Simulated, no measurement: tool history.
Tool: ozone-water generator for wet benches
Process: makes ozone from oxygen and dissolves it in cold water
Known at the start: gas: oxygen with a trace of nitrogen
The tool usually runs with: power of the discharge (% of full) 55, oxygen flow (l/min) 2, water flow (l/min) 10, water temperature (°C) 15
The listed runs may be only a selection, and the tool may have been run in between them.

run	hour	power of the discharge (% of full)	oxygen flow (l/min)	water flow (l/min)	water temperature (°C)	dissolved ozone (ppm)	ozone in the gas ahead of the water (g/m3)
1	0	55	2	10	15	17.2	178.9
2	39.8	55	2	10	15	17.1	177.6
3	100.5	55	2	10	22	15.4	177.7
4	132.5	55	2	10	22	15.6	177.4
5	185.9	55	2	10	22	15.6	176.9
6	226	55	2	10	22	15.5	177.9
7	259.8	55	2	10	22	15.4	176.8
8	305.1	55	3.49	10	15	16	123.7
9	356	55	2	10	15	16.9	176.4
10	427.5	55	2	10	15	16.8	178
11	491.5	55	2	10	15	16.9	174.1
12	559.3	55	2	10	15	16.9	175.8
13	608.5	55	2	10	15	16.9	173.9
14	667.1	55	2	10	15	16.7	175.9
15	735.5	62	2	10	15	17.4	185.5
16	783.9	62	2	10	15	17.2	186.2
17	852.9	62	2	10	15	17.2	185.9
18	884.2	55	2	13	15	13	174.8
19	938.1	55	2.12	7	15	21.7	168.9
20	980.2	55	1.06	12	8	13.7	261
21	1030.4	72	1.58	12	21	14.8	233.4
22	1064.6	46	1.13	12	13	12.2	231.6
23	1097.4	46	1.13	12	13	12.3	230.8
24	1160.2	46	1.13	12	13	12.1	230.8
25	1211.6	85	1.82	13	13	15.8	229.2
26	1260.8	93	3.24	8	10	25.7	163.2
27	1313	93	3.24	8	10	25.5	163.7
28	1384.5	93	3.24	8	8	26.3	163.8
29	1453.5	55	2.72	10	15	15.7	142.7
30	1483.9	77	2.26	15	20	12.3	188
31	1541.4	55	2	7	8	23.5	172.7
32	1579.4	55	2	7	8	23.3	173.5

A few steps of dissolved ozone (ppm) between consecutive runs. Split each: what settings, incoming material and random variation would produce without the hidden state, and what is left over for the hidden state, along with gauge scatter present in only one of the two compared results (measured, and without hidden state):
The tool's hidden condition here consists of: yield of the discharge, % of new electrodes'; contactor's efficiency, % of a clean one's; true water temperature over the reading, C; drift of the gauge itself on ozone_ppm, %; drift of the gauge itself on gas_g_m3, %.
Run 25 -> 26: power of the discharge (% of full) 85 -> 93, oxygen flow (l/min) 1.82 -> 3.24, water flow (l/min) 13 -> 8, water temperature (°C) 13 -> 10. dissolved ozone (ppm) +9.9: hidden state -1.2, all else +11.1.
Run 28 -> 29: power of the discharge (% of full) 93 -> 55, oxygen flow (l/min) 3.24 -> 2.72, water flow (l/min) 8 -> 10, water temperature (°C) 8 -> 15. dissolved ozone (ppm) -10.6: hidden state +1.5, all else -12.1.
Run 30 -> 31: power of the discharge (% of full) 77 -> 55, oxygen flow (l/min) 2.26 -> 2, water flow (l/min) 15 -> 7, water temperature (°C) 20 -> 8. dissolved ozone (ppm) +11.2: hidden state -0.9, all else +12.1.

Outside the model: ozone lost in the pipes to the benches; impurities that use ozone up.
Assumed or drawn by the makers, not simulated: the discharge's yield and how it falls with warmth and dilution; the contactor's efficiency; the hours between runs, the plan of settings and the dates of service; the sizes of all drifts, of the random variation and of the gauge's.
